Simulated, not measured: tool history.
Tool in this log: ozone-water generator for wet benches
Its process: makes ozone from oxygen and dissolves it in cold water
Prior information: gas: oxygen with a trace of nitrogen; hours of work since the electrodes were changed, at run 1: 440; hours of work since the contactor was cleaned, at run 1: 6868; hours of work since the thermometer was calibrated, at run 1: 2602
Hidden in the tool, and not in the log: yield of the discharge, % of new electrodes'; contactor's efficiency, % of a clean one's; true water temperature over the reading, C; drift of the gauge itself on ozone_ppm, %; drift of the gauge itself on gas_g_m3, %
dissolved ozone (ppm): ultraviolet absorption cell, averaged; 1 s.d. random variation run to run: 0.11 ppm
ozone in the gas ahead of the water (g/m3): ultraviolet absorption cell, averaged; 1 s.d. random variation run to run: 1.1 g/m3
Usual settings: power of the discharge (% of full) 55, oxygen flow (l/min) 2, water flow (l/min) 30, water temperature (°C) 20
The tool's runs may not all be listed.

run   hour  power of the discharge (% of full)  oxygen flow (l/min)  water flow (l/min)  water temperature (°C)  hours of work since the electrodes were changed  hours of work since the contactor was cleaned  hours of work since the thermometer was calibrated  dissolved ozone (ppm)  ozone in the gas ahead of the water (g/m3)
  1      0                                  55                    2                  30                      20                                              440                                           6868                                                2602                    7.7                                       199.3
  2   29.6                                  55                    2                  44                      20                                              459                                           6887                                                2621                    5.3                                       199.4
  3   63.2                                  55                    2                  44                      20                                              480                                           6908                                                2642                    5.4                                       198.7
  4  120.1                                  55                    2                  44                      20                                              517                                           6945                                                2679                    5.1                                       199.5
  5  172.9                                  55                    3                  30                      20                                              551                                           6979                                                2713                    8.9                                       163.8
  6  205.8                                  55                    2                  30                      24                                              572                                           7000                                                2734                    7.6                                       200.1
  7    231                                  55                    2                  30                      14                                              588                                           7016                                                2750                    8.1                                       200.1
  8  255.5                                  55                    2                  30                      20                                              604                                           7032                                                2766                    7.9                                       199.1
  9  311.3                                  55                    2                  34                      20                                              640                                           7068                                                2802                    7.1                                       197.5
 10  365.4                                  52                 2.45                  33                      25                                              675                                           7102                                                2836                      7                                       172.8
 11  403.8                                  58                 2.45                  33                      20                                              699                                           7127                                                2861                    8.2                                       187.3
 12  428.6                                  44                    2                  42                      19                                              715                                           7143                                                2877                      5                                         172
 13  462.4                                  69                    2                  30                      19                                              737                                           7165                                                2899                    9.4                                       234.5
 14  487.6                                  65                 1.63                  47                      16                                              753                                           7181                                                2915                    5.3                                       248.6
 15  514.6                                  65                 1.63                  30                      17                                              770                                           7198                                                2932                    8.3                                       250.9
 16  564.9                                  89                 1.32                  27                      21                                              803                                           7231                                                2965                   10.6                                       346.1
 17  589.4                                  61                 1.79                  42                      16                                              819                                           7246                                                2980                    5.9                                         231
 18  619.5                                  55                    2                  30                      15                                              838                                           7266                                                3000                    8.1                                       201.7

5 ways to go on from here, each from the tool as it stands after run 18. What would each give?
  A  672.2                                  55                 2.23                  19                      15                                              872                                           7299                                                3033                      ?                                           ?
  B  672.2                                  55                 2.63                  35                      15                                              872                                           7299                                                3033                      ?                                           ?
  C  672.2                                  84                 1.09                  30                      16                                              872                                           7299                                                3033                      ?                                           ?
  D  672.2                                  99                 1.72                  30                      23                                              872                                           7299                                                3033                      ?                                           ?
  E  672.2                                  55                    2                  30                      25                                              872                                           7299                                                3033                      ?                                           ?

run  dissolved ozone (ppm)  ozone in the gas ahead of the water (g/m3)
  A                     13                                         190
  B                    7.7                                       175.1
  C                    8.5                                       361.6
  D                   11.5                                       327.8
  E                    7.8                                       198.7
Stripped of hidden state, with their random variation kept, the same runs would have yielded:
run  dissolved ozone (ppm)  ozone in the gas ahead of the water (g/m3)
  A                     13                                       190.1
  B                    7.7                                       175.2
  C                    8.5                                       361.8
  D                   11.5                                       327.9
  E                    7.8                                       198.8
